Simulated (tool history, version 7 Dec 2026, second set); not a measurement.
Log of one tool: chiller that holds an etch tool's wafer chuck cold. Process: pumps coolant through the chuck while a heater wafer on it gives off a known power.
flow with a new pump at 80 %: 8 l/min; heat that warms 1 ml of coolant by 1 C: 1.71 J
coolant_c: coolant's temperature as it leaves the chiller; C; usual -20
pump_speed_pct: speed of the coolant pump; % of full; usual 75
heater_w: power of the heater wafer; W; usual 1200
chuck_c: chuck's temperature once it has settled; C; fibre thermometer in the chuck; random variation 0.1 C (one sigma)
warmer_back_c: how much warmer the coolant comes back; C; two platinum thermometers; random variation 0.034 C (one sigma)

| run | day | coolant_c | pump_speed_pct | heater_w | chuck_c | warmer_back_c |
|---|---|---|---|---|---|---|
| 1 | 0 | -20 | 75 | 1200 | -8.2 | 5.96 |
| 2 | 3.775 | -20 | 78 | 1200 | -8.5 | 5.69 |
| 3 | 8.283 | -20 | 78 | 1200 | -8.6 | 5.74 |
| 4 | 13.179 | -13 | 75 | 1200 | -1.1 | 5.97 |
| 5 | 17.504 | -20 | 91 | 1200 | -10.3 | 4.81 |
| 6 | 20.888 | -20 | 91 | 1200 | -10.1 | 4.93 |
| 7 | 25.7 | -20 | 91 | 1200 | -10.2 | 4.87 |
| 8 | 30.196 | -26 | 75 | 1200 | -14 | 6.08 |
| 9 | 33.008 | -20 | 75 | 1200 | -6.9 | 6.11 |
| 10 | 36.538 | -20 | 75 | 1200 | -6.9 | 6.08 |
| 11 | 39.85 | -20 | 75 | 1200 | -7 | 6.08 |
| 12 | 43.571 | -20 | 75 | 1200 | -6.5 | 6.3 |
| 13 | 47.167 | -20 | 75 | 1200 | -6.5 | 6.25 |
| 14 | 51.612 | -20 | 75 | 1200 | -6.5 | 6.44 |
| 15 | 54.767 | -20 | 75 | 1200 | -7.8 | 5.72 |
| 16 | 59.821 | -28 | 92 | 817 | -21.2 | 3.1 |
| 17 | 63.679 | -17 | 68 | 659 | -9.5 | 3.5 |
| 18 | 65.912 | -24 | 65 | 1241 | -9.3 | 6.97 |
| 19 | 69.808 | -21 | 70 | 1362 | -5.9 | 7.02 |
| 20 | 72.212 | -21 | 70 | 689 | -13.4 | 3.57 |
| 21 | 76.854 | -17 | 75 | 1200 | -4.6 | 5.76 |
| 22 | 79.458 | -17 | 75 | 1200 | -4.5 | 5.84 |
| 23 | 84.188 | -17 | 75 | 1200 | -4.6 | 5.76 |
| 24 | 88.583 | -20 | 82 | 1200 | -8.6 | 5.31 |
| 25 | 92.775 | -20 | 82 | 1200 | -8.7 | 5.28 |
| 26 | 95.517 | -20 | 86 | 1200 | -9.2 | 5.02 |
| 27 | 98.088 | -26 | 71 | 919 | -15.9 | 4.76 |
| 28 | 100.683 | -26 | 71 | 919 | -15.8 | 4.74 |
| 29 | 103.904 | -26 | 71 | 919 | -15.7 | 4.75 |

Taken out of this log: 3 entries between the listed runs. Where each belongs, and how the hidden state differs across it:
Between runs 8 and 9: chiller's thermometer calibrated (day 32.525)
  heat passed by the chuck's channels, % of clean ones': 96.2 -> 96.1; flow at a given pump speed, % of a new pump's: 93.5 -> 93.4; coolant's true temperature over the reading, C: -0.75 -> 0.08
  measured less the result without the state, chuck_c: +0.3 -> +1.2 C; warmer_back_c: +0.39 -> +0.4 C
Between runs 11 and 12: coolant pump overhauled (day 40.45)
  heat passed by the chuck's channels, % of clean ones': 95.8 -> 95.7; flow at a given pump speed, % of a new pump's: 93 -> 89.4; coolant's true temperature over the reading, C: 0.06 -> 0.04
  measured less the result without the state, chuck_c: +1.2 -> +1.7 C; warmer_back_c: +0.43 -> +0.66 C
Between runs 14 and 15: coolant pump overhauled, once more (day 53.075)
  heat passed by the chuck's channels, % of clean ones': 95.3 -> 95.2; flow at a given pump speed, % of a new pump's: 89 -> 99.3; coolant's true temperature over the reading, C: 0.01 -> -0.01
  measured less the result without the state, chuck_c: +1.7 -> +0.5 C; warmer_back_c: +0.71 -> +0.04 C
